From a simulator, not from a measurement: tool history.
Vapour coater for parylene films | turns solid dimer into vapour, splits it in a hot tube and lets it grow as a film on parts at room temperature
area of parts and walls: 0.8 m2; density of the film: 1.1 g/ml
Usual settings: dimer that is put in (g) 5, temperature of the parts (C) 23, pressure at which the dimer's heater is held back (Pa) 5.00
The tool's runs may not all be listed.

run	hour	dimer that is put in (g)	temperature of the parts (C)	pressure at which the dimer's heater is held back (Pa)	thickness of the film (µm)
1	0.0	5	23	5.00	4.06
2	36.8	5	23	5.00	4.05
3	99.2	5	23	5.00	4.06
4	131.3	5	20	5.00	4.42
5	182.0	5	23	7.11	3.87
6	211.1	3	23	7.11	2.33
7	268.4	3	23	7.11	2.30
8	317.7	5	23	5.00	3.89
9	366.4	5	23	5.00	3.90
10	400.4	5	27	5.00	3.43
11	430.8	5	27	5.00	3.43
12	462.9	5	23	5.00	3.85
13	517.6	5	23	5.00	3.86
14	558.2	5	23	5.00	3.87
15	618.7	5	23	5.00	3.85
# hour 631.0: trap's valve overhauled
16	658.7	5	23	5.00	4.03
17	706.7	5	31	5.00	3.08
18	742.1	5	31	5.00	3.06
19	794.0	5	23	5.00	4.01
20	831.5	5	23	5.00	3.94
21	862.5	5	23	5.00	3.94
22	919.3	5	28	5.00	3.38
# hour 953.8: table's thermometer calibrated
23	966.9	5	28	5.00	3.42
24	1025.8	5	28	5.00	3.43
25	1068.8	2	28	5.00	1.35

The next listed run, before its measurement:
26	1134.7	4	23	5.00	?

{"run 26": {"thickness of the film (µm)": 3.16}}
Without the tool's hidden state the same run would have given thickness of the film (µm) 3.31.
